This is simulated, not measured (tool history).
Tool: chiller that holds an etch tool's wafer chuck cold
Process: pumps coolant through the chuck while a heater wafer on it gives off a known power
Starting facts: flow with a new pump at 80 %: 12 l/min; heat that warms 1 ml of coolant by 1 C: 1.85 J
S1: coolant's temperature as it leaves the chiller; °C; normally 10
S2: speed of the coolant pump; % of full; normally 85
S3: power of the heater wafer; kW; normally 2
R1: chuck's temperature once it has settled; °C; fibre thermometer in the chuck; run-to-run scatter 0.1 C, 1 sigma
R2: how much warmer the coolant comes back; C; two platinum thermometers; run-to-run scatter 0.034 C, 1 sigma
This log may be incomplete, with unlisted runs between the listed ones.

Run 1, day 0: usual settings. Result: R1 22.8 °C, R2 5.14 C.
Run 2, day 1.975: usual settings. Result: R1 22.8 °C, R2 5.16 C.
Run 3, day 4.975: usual settings. Result: R1 23 °C, R2 5.05 C.
Run 4, day 7.825: usual settings. Result: R1 22.9 °C, R2 5.07 C.
Run 5, day 10.621: usual settings but S3 2.898 kW. Result: R1 28.5 °C, R2 7.36 C.
Run 6, day 13.625: usual settings but S3 2.898 kW. Result: R1 28.6 °C, R2 7.36 C.
Run 7, day 16.617: usual settings but S3 2.898 kW. Result: R1 28.6 °C, R2 7.36 C.
Run 8, day 19.025: usual settings. Result: R1 22.8 °C, R2 5.04 C.
Run 9, day 21.425: usual settings. Result: R1 22.9 °C, R2 5.05 C.
Run 10, day 23.238: usual settings but S1 13 °C. Result: R1 25.6 °C, R2 5.15 C.
Run 11, day 24.858: usual settings but S1 13 °C. Result: R1 25.7 °C, R2 5.09 C.
Run 12, day 27.508: usual settings but S1 13 °C. Result: R1 25.8 °C, R2 5.07 C.
Run 13, day 28.829: usual settings. Result: R1 22.8 °C, R2 5.08 C.
Run 14, day 30.488: usual settings. Result: R1 22.9 °C, R2 5.07 C.
Run 15, day 32.396: usual settings. Result: R1 23 °C, R2 5.11 C.
Run 16, day 35.442: usual settings. Result: R1 22.8 °C, R2 5.06 C.
Run 17, day 38.025: usual settings. Result: R1 22.8 °C, R2 5.1 C.
Run 18, day 40.412: usual settings but S1 9 °C, S2 87 % of full, S3 1.798 kW. Result: R1 20.3 °C, R2 4.52 C.
Run 19, day 42.983: usual settings but S1 1 °C, S2 71 % of full. Result: R1 15.5 °C, R2 6.02 C.
Run 20, day 45.554: usual settings but S1 7 °C, S2 83 % of full, S3 1.792 kW. Result: R1 18.6 °C, R2 4.67 C.
Run 21, day 48.304: usual settings but S1 13 °C, S2 83 % of full, S3 2.11 kW. Result: R1 26.7 °C, R2 5.5 C.
Run 22, day 50.4: usual settings but S1 13 °C, S2 76 % of full, S3 1.176 kW. Result: R1 21.1 °C, R2 3.35 C.
Run 23, day 51.821: usual settings but S1 4 °C, S2 62 % of full, S3 1.889 kW. Result: R1 19.4 °C, R2 6.49 C.
Run 24, day 53.6: usual settings but S1 4 °C, S2 62 % of full, S3 1.889 kW. Result: R1 19.3 °C, R2 6.49 C.
Run 25, day 56.15: usual settings but S1 4 °C, S2 62 % of full, S3 1.889 kW. Result: R1 19.3 °C, R2 6.5 C.
Run 26, day 57.429: usual settings but S1 12 °C, S2 63 % of full, S3 1.789 kW. Result: R1 26.4 °C, R2 6.14 C.
Run 27, day 59.975: usual settings but S1 14 °C, S2 99 % of full, S3 1.466 kW. Result: R1 22.3 °C, R2 3.2 C.
Run 28, day 62.062: usual settings but S1 14 °C, S2 99 % of full, S3 1.466 kW. Result: R1 22.3 °C, R2 3.16 C.
Run 29, day 65.121: usual settings but S1 1 °C, S2 95 % of full, S3 1.539 kW. Result: R1 10 °C, R2 3.57 C.
Run 30, day 67.192: usual settings but S1 15 °C, S2 80 % of full, S3 1.145 kW. Result: R1 22.7 °C, R2 3.12 C.
Run 31, day 69.204: usual settings but S1 16 °C, S2 61 % of full, S3 2.266 kW. Result: R1 34.7 °C, R2 7.85 C.

Here are 3 independent what-if runs from the current tool condition. What would each one return?
Run A, day 70.967: usual settings but S1 16 °C, S2 91 % of full, S3 2.266 kW. Result: R1 ?, R2 ?.
Run B, day 70.967: usual settings but S1 14 °C, S2 65 % of full, S3 2.347 kW. Result: R1 ?, R2 ?.
Run C, day 70.967: usual settings but S1 16 °C, S2 99 % of full, S3 1.695 kW. Result: R1 ?, R2 ?.

run    R1    R2
  A  29.9  5.41
  B  32.5  7.77
  C  25.7  3.74
Without the tool's unlogged condition, the same runs would have read:
run    R1    R2
  A  29.9   5.4
  B  32.5  7.76
  C  25.7  3.74
